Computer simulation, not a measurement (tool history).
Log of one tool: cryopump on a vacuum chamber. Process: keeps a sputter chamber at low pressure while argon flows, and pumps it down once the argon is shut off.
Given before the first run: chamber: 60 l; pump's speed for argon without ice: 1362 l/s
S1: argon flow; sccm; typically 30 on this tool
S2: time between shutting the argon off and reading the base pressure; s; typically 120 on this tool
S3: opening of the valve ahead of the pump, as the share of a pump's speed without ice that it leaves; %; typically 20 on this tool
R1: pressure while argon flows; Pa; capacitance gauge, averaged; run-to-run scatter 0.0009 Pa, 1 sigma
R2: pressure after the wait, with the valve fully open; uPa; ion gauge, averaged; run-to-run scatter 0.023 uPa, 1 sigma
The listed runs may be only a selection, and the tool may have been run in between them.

run,hour,S1,S2,S3,R1,R2
1,0.0,30,120,20,0.1889,3.22
2,12.0,30,120,20,0.1899,3.13
3,32.5,30,120,20,0.1872,3.17
4,51.7,30,45,20,0.1883,4.06
5,63.7,30,45,20,0.1889,4.22
6,78.0,30,120,57,0.0695,3.25
7,94.3,30,120,20,0.1894,3.28
8,105.3,30,120,15,0.2510,3.22
9,129.1,30,120,15,0.2527,3.35
10,149.3,30,120,20,0.1883,3.35
11,175.1,30,120,20,0.1911,3.37
12,198.1,16,120,22,0.0925,3.33
13,220.3,24,120,20,0.1520,3.40
14,244.3,24,120,20,0.1514,3.34
15,257.3,24,120,20,0.1523,3.44
16,270.8,24,120,20,0.1532,3.49
17,294.3,24,137,23,0.1328,3.47
18,308.5,24,137,34,0.0920,3.37
19,322.3,30,181,20,0.1919,3.41
20,337.3,35,120,22,0.2042,3.52
21,357.4,30,28,20,0.1912,5.35

How would selected steps in R1 from run to run divide? Give the signed amount a tool lacking its hidden state would still show from settings, what came in and random variation, and the signed amount left for the hidden state, including any gauge scatter that is not in both of the compared results.
Hidden state present: pump's speed, % of a pump's without ice; cold plate's temperature, K; leak into the chamber, uPa l/s; drift of the gauge itself on working_pa, %; drift of the gauge itself on base_upa, %.
Run 5 -> 6: S2 45 -> 120, S3 20 -> 57. R1 -0.1194 Pa: hidden state +0.0002, all else -0.1196.
Run 6 -> 7: S3 57 -> 20. R1 +0.1199 Pa: hidden state +0.0000, all else +0.1199.
Run 11 -> 12: S1 30 -> 16, S3 20 -> 22. R1 -0.0986 Pa: hidden state -0.0018, all else -0.0968.
Run 12 -> 13: S1 16 -> 24, S3 22 -> 20. R1 +0.0595 Pa: hidden state +0.0012, all else +0.0583.

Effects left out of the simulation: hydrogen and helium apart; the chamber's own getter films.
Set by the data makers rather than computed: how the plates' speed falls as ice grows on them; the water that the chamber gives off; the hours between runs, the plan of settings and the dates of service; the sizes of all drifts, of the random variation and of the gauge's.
